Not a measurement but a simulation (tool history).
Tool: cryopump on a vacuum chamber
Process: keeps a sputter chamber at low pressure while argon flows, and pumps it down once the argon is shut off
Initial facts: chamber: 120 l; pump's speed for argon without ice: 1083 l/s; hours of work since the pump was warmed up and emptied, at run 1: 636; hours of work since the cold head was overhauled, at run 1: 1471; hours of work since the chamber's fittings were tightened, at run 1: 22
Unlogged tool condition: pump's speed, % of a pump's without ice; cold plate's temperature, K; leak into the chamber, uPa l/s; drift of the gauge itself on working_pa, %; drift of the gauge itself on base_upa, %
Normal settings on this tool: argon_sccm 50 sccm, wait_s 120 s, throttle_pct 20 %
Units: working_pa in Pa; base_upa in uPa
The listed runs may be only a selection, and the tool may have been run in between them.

| run | hour | argon_sccm | wait_s | throttle_pct | hours of work since the pump was warmed up and emptied | hours of work since the cold head was overhauled | hours of work since the chamber's fittings were tightened | working_pa | base_upa |
|---|---|---|---|---|---|---|---|---|---|
| 1 | 0.0 | 50 | 120 | 20 | 636 | 1471 | 22 | 0.4130 | 1.21 |
| 2 | 73.2 | 50 | 120 | 20 | 699 | 1533 | 85 | 0.4163 | 1.36 |
|  | 144.2 | pump warmed up, emptied and cooled again |
| 3 | 150.9 | 50 | 120 | 20 | 6 | 1595 | 147 | 0.3929 | 1.30 |
| 4 | 249.5 | 50 | 97 | 20 | 90 | 1679 | 231 | 0.3983 | 1.67 |
| 5 | 314.5 | 50 | 173 | 20 | 145 | 1734 | 286 | 0.3958 | 1.38 |
| 6 | 387.4 | 50 | 173 | 20 | 207 | 1797 | 348 | 0.4002 | 1.54 |
| 7 | 462.9 | 50 | 173 | 20 | 272 | 1861 | 412 | 0.4025 | 1.73 |
| 8 | 519.0 | 72 | 119 | 20 | 319 | 1909 | 460 | 0.5827 | 1.99 |
| 9 | 568.1 | 72 | 119 | 20 | 361 | 1951 | 502 | 0.5869 | 2.15 |
| 10 | 656.2 | 72 | 119 | 20 | 436 | 2026 | 577 | 0.5888 | 2.29 |
| 11 | 725.5 | 53 | 49 | 43 | 495 | 2085 | 636 | 0.2149 | 3.51 |

Run 12 comes next. What will it give?
| 12 | 828.4 | 53 | 81 | 16 | 583 | 2172 | 724 | ? | ? |

working_pa: 0.5432 Pa
base_upa: 3.20 uPa
Were there no unlogged condition in the tool, this run, its random variation unchanged, would have produced working_pa 0.5164 Pa, base_upa 1.32 uPa.

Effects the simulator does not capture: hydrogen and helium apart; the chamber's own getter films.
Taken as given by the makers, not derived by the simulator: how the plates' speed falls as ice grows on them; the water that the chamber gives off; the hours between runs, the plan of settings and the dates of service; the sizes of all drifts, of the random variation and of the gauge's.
